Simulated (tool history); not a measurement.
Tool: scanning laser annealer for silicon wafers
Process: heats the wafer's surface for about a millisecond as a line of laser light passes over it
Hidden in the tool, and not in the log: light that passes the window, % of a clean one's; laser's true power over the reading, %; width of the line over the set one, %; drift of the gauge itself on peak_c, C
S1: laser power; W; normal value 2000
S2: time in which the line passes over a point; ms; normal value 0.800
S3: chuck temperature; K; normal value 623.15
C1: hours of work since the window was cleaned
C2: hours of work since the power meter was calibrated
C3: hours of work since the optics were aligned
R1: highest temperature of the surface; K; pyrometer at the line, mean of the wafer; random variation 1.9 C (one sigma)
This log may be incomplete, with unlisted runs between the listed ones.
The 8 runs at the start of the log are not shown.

run   hour    S1     S2      S3   C1   C2    C3       R1
  9  142.6  2000  0.800  654.15   86  503  1701  1402.15
 10  161.6  2000  0.800  654.15  100  516  1714  1406.15
 11  183.6  2000  0.800  654.15  115  531  1729  1403.15
 12  204.5  2000  0.800  654.15  129  546  1744  1400.15
 13  226.3  2000  0.800  654.15  144  561  1759  1402.15
 14  242.9  2000  0.800  654.15  156  572  1770  1399.15
 15  264.6  2000  0.737  623.15  171  587  1785  1334.15
 16  289.2  2000  0.737  623.15  187  604  1802  1336.15
 17  302.0  2191  0.983  655.15  196  613  1811  1575.15
 18  317.8  2136  0.983  655.15  207  624  1822  1547.15
 19  335.9  2105  0.656  639.15  220  636  1834  1356.15
 20  350.7  2004  0.713  649.15  230  646  1844  1354.15
 21  365.8  2004  0.713  649.15  240  657  1855  1347.15
 22  378.1  1988  0.865  623.15  249  665  1863  1381.15
 23  388.7  2195  0.682  659.15  256  672  1870  1429.15
 24  408.2  1860  0.587  628.15  269  686  1884  1208.15
 25  424.6  1885  0.587  628.15  281  697  1895  1216.15
 26  441.0  2079  0.986  621.15  292  708  1906  1474.15
 27  463.7  2106  0.760  623.15  308  724  1922  1384.15
 28  478.6  1876  0.595  609.15  318  734  1932  1196.15
 29  498.5  2000  0.800  591.15  332  748  1946  1323.15
 30  515.3  2000  0.586  627.15  343  760  1958  1260.15

5 ways to go on from here, each from the tool as it stands after run 30. What would each give?
  A  538.5  2000  0.586  611.15  359  776  1973   ?
  B  538.5  1967  0.690  628.15  359  776  1973   ?
  C  538.5  2000  0.800  644.15  359  776  1973   ?
  D  538.5  2060  0.938  605.15  359  776  1973   ?
  E  538.5  1972  0.800  604.15  359  776  1973   ?

run       R1
  A  1237.15
  B  1291.15
  C  1372.15
  D  1422.15
  E  1318.15
Stripped of hidden state, with their random variation kept, the same runs would have yielded:
run       R1
  A  1272.15
  B  1328.15
  C  1412.15
  D  1468.15
  E  1358.15

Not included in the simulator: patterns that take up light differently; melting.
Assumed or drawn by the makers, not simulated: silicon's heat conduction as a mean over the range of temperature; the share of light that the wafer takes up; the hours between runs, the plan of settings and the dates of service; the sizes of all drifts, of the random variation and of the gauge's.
